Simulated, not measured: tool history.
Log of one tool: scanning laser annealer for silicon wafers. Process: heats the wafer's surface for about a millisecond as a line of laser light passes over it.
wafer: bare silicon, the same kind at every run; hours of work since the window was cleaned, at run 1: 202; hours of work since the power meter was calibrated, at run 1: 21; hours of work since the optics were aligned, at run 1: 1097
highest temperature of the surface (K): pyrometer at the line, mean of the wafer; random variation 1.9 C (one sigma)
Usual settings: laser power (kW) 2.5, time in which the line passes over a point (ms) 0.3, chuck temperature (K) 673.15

run     day  laser power (kW)  time in which the line passes over a point (ms)  chuck temperature (K)  hours of work since the window was cleaned  hours of work since the power meter was calibrated  hours of work since the optics were aligned  highest temperature of the surface (K)
  1       0               2.5                                              0.3                 673.15                                         202                                                  21                                         1097                                 1383.15
  2   1.112               2.5                                              0.3                 673.15                                         213                                                  32                                         1108                                 1379.15
  3   2.733             2.135                                              0.3                 673.15                                         229                                                  48                                         1124                                 1272.15
  4   4.292             2.135                                              0.3                 673.15                                         244                                                  63                                         1139                                 1266.15
  5   5.633               2.5                                              0.3                 673.15                                         257                                                  76                                         1152                                 1373.15
  6   6.488               2.5                                              0.3                 634.15                                         266                                                  84                                         1160                                 1335.15
  7   8.071               2.5                                              0.3                 634.15                                         281                                                 100                                         1176                                 1334.15
  8   9.767               2.5                                              0.3                 634.15                                         298                                                 116                                         1192                                 1334.15
      9.979  -- window over the wafer cleaned
  9  11.179             2.254                                              0.3                 673.15                                          12                                                 129                                         1205                                 1282.15
 10  12.212               2.5                                              0.3                 673.15                                          22                                                 139                                         1215                                 1355.15
 11  12.975               2.5                                              0.3                 673.15                                          29                                                 147                                         1223                                 1349.15
 12  13.767             2.653                                              0.3                 673.15                                          37                                                 154                                         1230                                 1396.15
 13  15.458              2.35                                              0.3                 673.15                                          53                                                 171                                         1247                                 1305.15
 14  16.971              2.35                                              0.3                 684.15                                          68                                                 186                                         1262                                 1314.15

Run 15 comes next. What will it give?
 15  17.758              2.35                                            0.317                 687.15                                          76                                                 193                                         1269                                       ?

Run 15 gave highest temperature of the surface (K) 1337.15.
Without the tool's hidden state the same run would have given highest temperature of the surface (K) 1406.15.
